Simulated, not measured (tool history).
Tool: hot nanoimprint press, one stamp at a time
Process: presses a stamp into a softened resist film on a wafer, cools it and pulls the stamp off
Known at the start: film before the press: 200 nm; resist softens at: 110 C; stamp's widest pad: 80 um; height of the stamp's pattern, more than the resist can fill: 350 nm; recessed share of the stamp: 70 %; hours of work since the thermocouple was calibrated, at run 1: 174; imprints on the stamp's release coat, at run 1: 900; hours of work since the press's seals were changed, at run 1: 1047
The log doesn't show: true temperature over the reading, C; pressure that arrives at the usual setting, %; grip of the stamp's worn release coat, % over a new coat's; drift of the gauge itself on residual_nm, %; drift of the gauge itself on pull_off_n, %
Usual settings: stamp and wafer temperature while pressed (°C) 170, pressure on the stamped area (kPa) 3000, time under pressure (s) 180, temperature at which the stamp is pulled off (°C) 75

run,hour,stamp and wafer temperature while pressed (°C),pressure on the stamped area (kPa),time under pressure (s),temperature at which the stamp is pulled off (°C),hours of work since the thermocouple was calibrated,imprints on the stamp's release coat,hours of work since the press's seals were changed,resist left under the stamp's widest pad (Å),greatest force while the stamp is pulled off (N)
1,0.0,170,3000,180,75,174,900,1047,1142,103
# hour 45.3: press's hydraulic seals changed and the load cell set to zero
2,68.0,170,3000,180,75,219,1215,17,1140,107
# hour 109.7: stamp cleaned and given a new release coat
3,153.8,170,3000,180,75,277,232,75,1131,106
# hour 227.5: plate thermocouple calibrated
4,240.4,170,3000,180,75,9,671,137,1130,104
5,299.4,170,3000,180,75,53,981,180,1137,102
6,357.8,170,3000,180,67,96,1288,223,1140,118
# hour 385.6: stamp cleaned and given a new release coat
7,430.2,159,3000,180,75,145,234,272,1562,101
8,487.9,159,3000,180,75,187,538,314,1565,105
9,537.5,159,3000,180,75,224,799,351,1558,103
10,589.7,170,3000,180,75,262,1073,389,1138,106
11,632.1,170,3000,180,75,293,1296,420,1127,106
# hour 655.7: stamp cleaned and given a new release coat
# hour 692.1: plate thermocouple calibrated
12,712.5,170,3000,180,75,15,283,473,1121,102
13,779.2,170,3000,180,75,64,634,522,1136,105
14,860.6,170,3000,180,75,124,1062,582,1128,102
15,913.8,170,1820,180,75,163,1341,621,1335,108
# hour 932.4: stamp cleaned and given a new release coat
16,981.4,170,1820,180,75,208,257,666,1337,102
17,1017.2,170,2040,295,75,235,445,693,1111,102
18,1054.0,167,2100,180,75,262,638,720,1386,104
19,1127.4,167,2100,180,75,316,1024,774,1389,100
# hour 1152.1: plate thermocouple calibrated
20,1194.4,167,2100,180,75,31,1361,821,1382,102
# hour 1206.7: stamp cleaned and given a new release coat
21,1260.5,167,2100,180,71,75,283,865,1377,110
22,1309.7,167,2100,180,71,111,541,901,1386,109
23,1354.1,171,3000,180,76,144,775,934,1092,103
24,1391.0,175,3350,91,69,171,969,961,1147,112
25,1437.3,180,3000,180,83,205,1212,995,794,91
# hour 1477.6: stamp cleaned and given a new release coat
26,1511.9,180,3000,180,83,256,180,1045,786,90
# hour 1565.0: press's hydraulic seals changed and the load cell set to zero
27,1587.5,158,3000,180,74,306,535,17,1583,107
# hour 1624.5: plate thermocouple calibrated
28,1648.4,178,2670,184,75,18,839,59,887,102
29,1712.9,178,2670,184,75,65,1179,107,879,99

Forecast each of these 3 alternatives for the next run:
# hour 1764.0: stamp cleaned and given a new release coat
A,1794.3,178,2390,184,75,120,159,162,?,?
# hour 1764.0: stamp cleaned and given a new release coat
B,1794.3,170,3000,180,77,120,159,162,?,?
# hour 1764.0: stamp cleaned and given a new release coat
C,1794.3,170,3000,172,75,120,159,162,?,?

run,resist left under the stamp's widest pad (Å),greatest force while the stamp is pulled off (N)
A,922,103
B,1116,102
C,1130,103
Without the tool's hidden state the same runs would have given:
run,resist left under the stamp's widest pad (Å),greatest force while the stamp is pulled off (N)
A,938,103
B,1135,102
C,1149,103

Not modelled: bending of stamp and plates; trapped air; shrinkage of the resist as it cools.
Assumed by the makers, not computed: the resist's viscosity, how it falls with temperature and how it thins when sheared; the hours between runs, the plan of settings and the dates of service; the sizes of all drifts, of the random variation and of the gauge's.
